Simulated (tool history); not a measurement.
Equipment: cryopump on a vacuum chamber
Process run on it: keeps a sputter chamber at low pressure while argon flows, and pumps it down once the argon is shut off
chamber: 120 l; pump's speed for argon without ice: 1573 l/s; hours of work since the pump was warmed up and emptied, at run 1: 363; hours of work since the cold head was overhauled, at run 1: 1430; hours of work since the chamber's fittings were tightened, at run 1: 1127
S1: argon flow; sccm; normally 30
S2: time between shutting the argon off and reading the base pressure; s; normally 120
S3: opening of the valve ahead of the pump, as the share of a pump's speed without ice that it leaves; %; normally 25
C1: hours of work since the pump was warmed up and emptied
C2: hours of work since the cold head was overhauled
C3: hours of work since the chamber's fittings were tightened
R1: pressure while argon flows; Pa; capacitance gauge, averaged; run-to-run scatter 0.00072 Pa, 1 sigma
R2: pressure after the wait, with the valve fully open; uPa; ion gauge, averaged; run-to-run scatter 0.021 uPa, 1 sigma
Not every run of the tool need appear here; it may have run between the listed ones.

run,hour,S1,S2,S3,C1,C2,C3,R1,R2
1,0,30,120,25,363,1430,1127,0.1327,1.49
2,47.3,30,120,25,402,1469,1166,0.1316,1.53
3,150,30,120,25,486,1552,1249,0.1324,1.68
4,251.3,30,120,25,568,1635,1332,0.1338,1.74
5,320.8,30,120,25,625,1692,1389,0.1339,1.86
6,398,30,120,25,688,1755,1452,0.1344,1.95
7,477.4,30,120,25,753,1819,1516,0.1357,1.99
8,531.7,30,120,25,797,1864,1561,0.1354,2.09
9,592.4,30,120,25,847,1913,1610,0.1375,2.14
10,659.7,30,120,25,901,1968,1665,0.1367,2.23
11,741.3,30,120,25,968,2035,1732,0.1384,2.39
12,827.6,30,120,48,1038,2105,1802,0.0766,2.51
# hour 861: pump warmed up, emptied and cooled again
13,912.4,30,120,48,42,2170,1867,0.0679,2.05
14,1018.5,54,48,17,128,2256,1954,0.3445,2.51
15,1098.7,13,162,50,194,2322,2019,0.028,2.26
16,1187.5,24,162,50,266,2394,2091,0.0528,2.29
17,1242.4,14,110,50,311,2439,2136,0.0313,2.47
# hour 1290.6: leaking fittings of the chamber tightened, without venting
18,1306.3,30,40,48,362,2490,13,0.0699,0.94
19,1389.8,30,40,52,430,2558,81,0.0672,1.01
20,1457.7,30,40,52,485,2613,136,0.0658,1.07
21,1514.5,30,40,52,531,2659,183,0.0664,1.1
22,1579.2,30,31,29,584,2712,235,0.1155,1.37
23,1673.2,30,133,58,661,2789,312,0.0612,0.77
24,1757,30,133,58,729,2857,380,0.0623,0.89

4 options for the next run, each taken on its own from the tool as it stands now. Forecast them:
A,1837.6,23,31,31,795,2923,446,?,?
B,1837.6,30,177,58,795,2923,446,?,?
C,1837.6,15,120,16,795,2923,446,?,?
D,1837.6,22,21,19,795,2923,446,?,?

run,R1,R2
A,0.0859,1.65
B,0.0628,0.88
C,0.1048,0.93
D,0.1291,2.07
With no hidden state in the tool, these same runs would have given:
run,R1,R2
A,0.0804,1.12
B,0.0556,0.35
C,0.1012,0.39
D,0.1238,1.56
